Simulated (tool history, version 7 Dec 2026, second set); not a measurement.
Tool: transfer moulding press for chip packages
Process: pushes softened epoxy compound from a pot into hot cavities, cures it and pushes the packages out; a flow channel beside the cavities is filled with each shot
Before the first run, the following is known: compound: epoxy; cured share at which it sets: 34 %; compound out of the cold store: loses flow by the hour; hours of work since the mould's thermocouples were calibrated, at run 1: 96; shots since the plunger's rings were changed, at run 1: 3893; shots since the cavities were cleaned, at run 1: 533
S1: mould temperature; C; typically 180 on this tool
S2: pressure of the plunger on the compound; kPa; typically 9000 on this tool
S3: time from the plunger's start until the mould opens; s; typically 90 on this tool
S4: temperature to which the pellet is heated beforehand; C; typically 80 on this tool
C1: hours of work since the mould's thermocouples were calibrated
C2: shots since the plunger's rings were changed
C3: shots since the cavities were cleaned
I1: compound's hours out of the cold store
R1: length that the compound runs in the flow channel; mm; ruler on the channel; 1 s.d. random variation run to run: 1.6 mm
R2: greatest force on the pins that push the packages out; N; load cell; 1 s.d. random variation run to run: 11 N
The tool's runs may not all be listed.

run	hour	S1	S2	S3	S4	C1	C2	C3	I1	R1	R2
1	0	180	9000	90	80	96	3893	533	20.6	610	978
# hour 25.5: cavities cleaned with cleaning compound and waxed
2	60.7	180	9000	90	80	122	4454	333	37.4	560	808
# hour 107.9: cavities cleaned with cleaning compound and waxed
3	116.5	180	10840	90	80	146	4969	81	16.9	672	664
# hour 163.2: plunger's sealing rings changed
4	182.5	180	10840	90	80	174	183	683	33	654	957
# hour 194: cavities cleaned with cleaning compound and waxed
5	233.2	180	9000	120	80	196	650	371	14.5	648	580
6	264.9	180	9000	120	80	210	950	671	15.4	643	645
# hour 278.9: cavities cleaned with cleaning compound and waxed
7	324.7	180	9000	120	80	236	1504	435	38.6	575	548
8	354.7	180	9000	88	80	249	1788	719	26.5	606	1019
# hour 360.7: cavities cleaned with cleaning compound and waxed
9	406.6	180	9000	88	80	272	2265	435	40.9	565	896
10	433	180	9000	90	71	283	2516	686	33.1	583	945
# hour 442.5: cavities cleaned with cleaning compound and waxed
11	493.8	180	9000	90	71	310	3079	487	12.4	636	1004
# hour 528.4: cavities cleaned with cleaning compound and waxed
12	530.1	180	9000	90	71	325	3408	16	37.4	566	585
# hour 562: mould's thermocouples calibrated
13	586.1	180	8980	90	71	11	3921	529	45.9	542	880
# hour 615.8: cavities cleaned with cleaning compound and waxed
14	628.8	180	8980	90	71	29	4310	123	11.1	634	744
15	677	180	7360	98	71	50	4768	581	9.8	577	834
# hour 699.9: cavities cleaned with cleaning compound and waxed
16	717.9	180	7360	98	71	68	5141	170	20.8	543	614
# hour 747.8: plunger's sealing rings changed
17	768.5	180	7200	73	74	89	197	627	15.2	574	1729
# hour 785.5: cavities cleaned with cleaning compound and waxed
18	798.3	180	7200	73	74	102	464	121	33.2	530	1129
19	845.9	183	7760	76	80	123	916	573	37.2	528	1046
# hour 869.1: cavities cleaned with cleaning compound and waxed
20	883.3	180	10050	90	76	139	1257	135	23.1	650	733
21	911.8	182	9910	80	72	151	1527	405	21.9	642	1048
# hour 952.6: cavities cleaned with cleaning compound and waxed
22	952.6	181	9000	90	76	169	1899	0	41	562	505
23	1012.2	181	7900	90	83	195	2464	565	9.4	605	889
# hour 1038.1: cavities cleaned with cleaning compound and waxed
24	1073.1	186	7920	85	77	221	3028	333	46.4	495	632
# hour 1121.8: cavities cleaned with cleaning compound and waxed
25	1127.8	182	9000	72	80	245	3533	57	22.9	599	952
26	1182.1	186	9100	99	80	269	4047	571	20.1	592	595

Alternative continuations, all from the tool just after run 26; predict every row:
# hour 1206: cavities cleaned with cleaning compound and waxed
A	1216.5	183	9100	99	80	284	4359	100	24.7	?	?
# hour 1206: cavities cleaned with cleaning compound and waxed
B	1216.5	186	9100	99	84	284	4359	100	44.2	?	?
# hour 1206: cavities cleaned with cleaning compound and waxed
C	1216.5	180	9790	90	79	284	4359	100	41.9	?	?

run	R1	R2
A	589	463
B	530	434
C	573	645
Take away the tool's hidden state, keep each run's random variation, and the runs would have read:
run	R1	R2
A	611	379
B	550	359
C	594	526

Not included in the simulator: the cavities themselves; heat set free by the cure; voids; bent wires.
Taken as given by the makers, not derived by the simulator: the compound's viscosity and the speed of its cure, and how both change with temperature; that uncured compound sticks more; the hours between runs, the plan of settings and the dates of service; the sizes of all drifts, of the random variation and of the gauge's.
